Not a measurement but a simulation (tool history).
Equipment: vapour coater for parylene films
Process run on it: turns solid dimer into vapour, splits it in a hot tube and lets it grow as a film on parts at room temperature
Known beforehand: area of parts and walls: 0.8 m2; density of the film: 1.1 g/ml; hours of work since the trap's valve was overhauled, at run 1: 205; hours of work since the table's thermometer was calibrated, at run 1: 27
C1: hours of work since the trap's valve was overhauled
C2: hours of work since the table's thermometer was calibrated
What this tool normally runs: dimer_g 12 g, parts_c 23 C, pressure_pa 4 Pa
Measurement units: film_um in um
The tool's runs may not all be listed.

Run 1, day 0: usual settings; C1 205; C2 27. Result: film_um 7.37 um.
Run 2, day 2.246: usual settings; C1 250; C2 72. Result: film_um 7.39 um.
Run 3, day 3.583: usual settings; C1 277; C2 99. Result: film_um 7.25 um.
Run 4, day 5.483: usual settings; C1 316; C2 138. Result: film_um 7.31 um.
Run 5, day 8.258: usual settings but pressure_pa 3.04 Pa; C1 372; C2 194. Result: film_um 7.44 um.
Run 6, day 10.629: usual settings; C1 420; C2 242. Result: film_um 7.22 um.
Run 7, day 11.967: usual settings; C1 447; C2 269. Result: film_um 7.17 um.
Run 8, day 13.883: usual settings but pressure_pa 10.56 Pa; C1 486; C2 308. Result: film_um 6.11 um.
Run 9, day 16.8: usual settings but pressure_pa 10.56 Pa; C1 545; C2 367. Result: film_um 6 um.
Run 10, day 19.654: usual settings; C1 603; C2 425. Result: film_um 6.88 um.
Run 11, day 22.162: usual settings but pressure_pa 2.82 Pa; C1 654; C2 475. Result: film_um 7.17 um.
At day 22.796: trap's valve overhauled.
Run 12, day 25.612: usual settings but pressure_pa 2.82 Pa; C1 57; C2 542. Result: film_um 8.14 um.
Run 13, day 27.879: usual settings; C1 103; C2 588. Result: film_um 7.58 um.
Run 14, day 29.546: usual settings; C1 137; C2 622. Result: film_um 7.51 um.
Run 15, day 32.758: usual settings; C1 202; C2 687. Result: film_um 7.56 um.
Run 16, day 34.7: usual settings; C1 241; C2 726. Result: film_um 7.42 um.
Run 17, day 36.225: usual settings; C1 272; C2 757. Result: film_um 7.5 um.
Run 18, day 38.1: usual settings but parts_c 20 C; C1 310; C2 795. Result: film_um 7.79 um.
At day 38.362: table's thermometer calibrated.
Run 19, day 39.75: usual settings but dimer_g 6 g; C1 343; C2 28. Result: film_um 3.7 um.
Run 20, day 41.862: usual settings; C1 385; C2 71. Result: film_um 7.21 um.
Run 21, day 44.888: usual settings; C1 447; C2 132. Result: film_um 7.21 um.
Run 22, day 46.325: usual settings but pressure_pa 6.01 Pa; C1 476; C2 161. Result: film_um 6.8 um.
Run 23, day 48.596: usual settings but dimer_g 13 g; C1 522; C2 207. Result: film_um 7.74 um.
Run 24, day 51.408: usual settings but dimer_g 13 g; C1 579; C2 264. Result: film_um 7.65 um.
Run 25, day 54.704: usual settings but dimer_g 11 g, parts_c 25 C, pressure_pa 3.28 Pa; C1 645; C2 331. Result: film_um 6.32 um.
At day 55.846: trap's valve overhauled.
At day 56.538: table's thermometer calibrated, once more.
Run 26, day 56.929: usual settings but dimer_g 11 g, parts_c 25 C, pressure_pa 3.28 Pa; C1 21; C2 8. Result: film_um 6.95 um.
Run 27, day 59.3: usual settings but dimer_g 21 g, parts_c 30 C, pressure_pa 10.61 Pa; C1 69; C2 56. Result: film_um 10.15 um.
Run 28, day 61.867: usual settings but dimer_g 7 g, parts_c 32 C, pressure_pa 4.55 Pa; C1 121; C2 108. Result: film_um 3.68 um.
Run 29, day 64.229: usual settings but dimer_g 6 g, parts_c 20 C, pressure_pa 2.07 Pa; C1 169; C2 156. Result: film_um 4.34 um.
Run 30, day 66.221: usual settings but dimer_g 7 g, parts_c 20 C, pressure_pa 2.07 Pa; C1 209; C2 196. Result: film_um 5 um.
Run 31, day 68.221: usual settings but dimer_g 7 g, parts_c 33 C, pressure_pa 2.07 Pa; C1 250; C2 237. Result: film_um 4.01 um.
Run 32, day 70.929: usual settings but dimer_g 8 g, parts_c 29 C, pressure_pa 7.01 Pa; C1 305; C2 291. Result: film_um 4.06 um.
Run 33, day 73.204: usual settings but dimer_g 8 g, parts_c 29 C, pressure_pa 7.01 Pa; C1 351; C2 338. Result: film_um 3.98 um.
Run 34, day 75.696: usual settings but dimer_g 8 g, parts_c 29 C, pressure_pa 7.01 Pa; C1 401; C2 388. Result: film_um 3.93 um.
Run 35, day 77.292: usual settings but dimer_g 9 g, parts_c 15 C; C1 434; C2 420. Result: film_um 5.96 um.
Run 36, day 80.004: usual settings but dimer_g 9 g, parts_c 17 C, pressure_pa 5.73 Pa; C1 488; C2 475. Result: film_um 5.56 um.
Run 37, day 82.879: usual settings but dimer_g 9 g, parts_c 26 C, pressure_pa 8.15 Pa; C1 547; C2 533. Result: film_um 4.47 um.
Run 38, day 85.921: usual settings but dimer_g 17 g, pressure_pa 10.08 Pa; C1 608; C2 595. Result: film_um 8.52 um.
At day 88.733: trap's valve overhauled.
Run 39, day 89.083: usual settings but dimer_g 17 g, parts_c 26 C, pressure_pa 11.78 Pa; C1 7; C2 656. Result: film_um 8.99 um.
Run 40, day 90.962: usual settings but parts_c 22 C; C1 45; C2 694. Result: film_um 7.71 um.
Run 41, day 92.525: usual settings but dimer_g 14 g, parts_c 15 C, pressure_pa 5.97 Pa; C1 77; C2 725. Result: film_um 9.63 um.
Run 42, day 94.408: usual settings but dimer_g 11 g, parts_c 30 C, pressure_pa 11.34 Pa; C1 115; C2 764. Result: film_um 5.22 um.
Run 43, day 95.904: usual settings but parts_c 27 C, pressure_pa 4.27 Pa; C1 145; C2 794. Result: film_um 7.05 um.
Run 44, day 97.862: usual settings but dimer_g 19 g, parts_c 26 C, pressure_pa 2.36 Pa; C1 185; C2 834. Result: film_um 12.23 um.
At day 100.821: table's thermometer calibrated.
Run 45, day 101.196: usual settings but dimer_g 19 g, parts_c 26 C, pressure_pa 2.36 Pa; C1 252; C2 8. Result: film_um 11.95 um.
Run 46, day 103.275: usual settings but dimer_g 7 g, parts_c 26 C, pressure_pa 9.85 Pa; C1 294; C2 50. Result: film_um 3.55 um.
Run 47, day 105.579: usual settings but parts_c 16 C, pressure_pa 3.4 Pa; C1 340; C2 96. Result: film_um 8.24 um.

What if the next run were any one of these 4? Each begins from the tool's condition after run 47:
Run A, day 108.804: usual settings but dimer_g 17 g, parts_c 16 C, pressure_pa 2.35 Pa; C1 406; C2 162. Result: film_um ?.
Run B, day 108.804: usual settings but dimer_g 19 g, parts_c 32 C; C1 406; C2 162. Result: film_um ?.
Run C, day 108.804: usual settings but dimer_g 6 g, pressure_pa 3.08 Pa; C1 406; C2 162. Result: film_um ?.
Run D, day 108.804: usual settings but parts_c 30 C, pressure_pa 3.4 Pa; C1 406; C2 162. Result: film_um ?.

run  film_um
  A     12.3
  B     9.66
  C     3.69
  D     6.46
With the hidden condition removed and each run's random variation left untouched, the same runs would have given:
run  film_um
  A    13.25
  B    10.41
  C     3.98
  D     6.96

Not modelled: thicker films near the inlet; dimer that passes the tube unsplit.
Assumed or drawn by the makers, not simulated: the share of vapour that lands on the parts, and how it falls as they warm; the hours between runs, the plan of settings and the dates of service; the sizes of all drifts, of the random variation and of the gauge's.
